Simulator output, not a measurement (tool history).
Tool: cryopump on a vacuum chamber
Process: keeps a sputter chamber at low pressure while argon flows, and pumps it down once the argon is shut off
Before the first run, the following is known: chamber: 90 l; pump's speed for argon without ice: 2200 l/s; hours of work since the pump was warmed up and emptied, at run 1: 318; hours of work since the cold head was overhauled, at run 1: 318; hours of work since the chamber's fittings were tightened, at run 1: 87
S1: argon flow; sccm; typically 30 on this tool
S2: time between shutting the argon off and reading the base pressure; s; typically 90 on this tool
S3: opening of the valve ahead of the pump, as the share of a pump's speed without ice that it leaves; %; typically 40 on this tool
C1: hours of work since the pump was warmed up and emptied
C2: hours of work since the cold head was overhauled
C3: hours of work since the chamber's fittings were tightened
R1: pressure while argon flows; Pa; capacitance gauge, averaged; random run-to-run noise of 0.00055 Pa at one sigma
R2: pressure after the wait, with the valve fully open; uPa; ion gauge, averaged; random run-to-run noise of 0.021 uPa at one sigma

run,hour,S1,S2,S3,C1,C2,C3,R1,R2
1,0.0,30,90,40,318,318,87,0.0616,0.45
2,11.0,30,90,40,325,325,94,0.0609,0.43
3,20.7,30,90,40,332,332,100,0.0607,0.45
4,32.8,30,90,40,339,339,108,0.0598,0.45
5,45.9,30,90,40,348,348,116,0.0608,0.46
6,59.0,30,90,41,356,356,125,0.0593,0.47
7,76.1,30,90,41,367,367,136,0.0597,0.44
8,90.9,30,90,46,377,377,145,0.0536,0.43
9,107.6,30,90,46,388,388,156,0.0544,0.47
10,115.8,30,90,40,393,393,161,0.0619,0.46
11,123.5,30,90,40,398,398,166,0.0624,0.47
12,137.4,30,107,40,407,407,175,0.0622,0.44
13,155.0,30,132,40,418,418,187,0.0618,0.38
14,164.5,30,132,40,424,424,193,0.0607,0.41
15,182.9,30,132,40,436,436,204,0.0624,0.41
16,197.4,30,132,40,445,445,214,0.0623,0.40
17,208.1,30,90,40,452,452,221,0.0622,0.46
18,217.9,49,33,40,459,459,227,0.1012,0.95
19,225.8,15,245,22,464,464,232,0.0542,0.30
20,235.4,13,110,43,470,470,238,0.0251,0.46
21,247.0,33,44,22,477,477,246,0.1204,0.71
22,263.9,18,93,39,488,488,257,0.0383,0.48
23,272.8,20,212,24,494,494,262,0.0680,0.33
24,282.9,42,54,46,500,500,269,0.0770,0.65
25,294.6,42,54,46,508,508,276,0.0772,0.64
26,313.5,42,54,46,520,520,289,0.0775,0.64
27,326.6,43,70,25,529,529,297,0.1384,0.56
28,334.7,35,90,21,534,534,302,0.1348,0.45
29,352.0,35,90,21,545,545,313,0.1364,0.49
30,361.4,35,90,21,551,551,319,0.1348,0.49
31,377.3,44,21,21,561,561,330,0.1688,1.37
32,395.3,22,159,25,573,573,341,0.0719,0.39
33,406.8,22,159,25,580,580,349,0.0725,0.38
34,424.5,16,53,21,592,592,360,0.0624,0.71

Hidden state or all else? Some run-to-run changes of R1, split into what the settings, what came in and random variation would give without the hidden state, and what is left for the hidden state (with any gauge scatter that isn't in both results):
Hidden state at play: pump's speed, % of a pump's without ice; cold plate's temperature, K; leak into the chamber, uPa l/s; drift of the gauge itself on working_pa, %; drift of the gauge itself on base_upa, %.
Run 18 -> 19: S1 49 -> 15, S2 33 -> 245, S3 40 -> 22. R1 -0.0470 Pa: hidden state -0.0052, all else -0.0418.
Run 20 -> 21: S1 13 -> 33, S2 110 -> 44, S3 43 -> 22. R1 +0.0953 Pa: hidden state +0.0034, all else +0.0919.
Run 21 -> 22: S1 33 -> 18, S2 44 -> 93, S3 22 -> 39. R1 -0.0821 Pa: hidden state -0.0024, all else -0.0797.
Run 23 -> 24: S1 20 -> 42, S2 212 -> 54, S3 24 -> 46. R1 +0.0090 Pa: hidden state +0.0039, all else +0.0051.
Run 31 -> 32: S1 44 -> 22, S2 21 -> 159, S3 21 -> 25. R1 -0.0969 Pa: hidden state -0.0042, all else -0.0927.
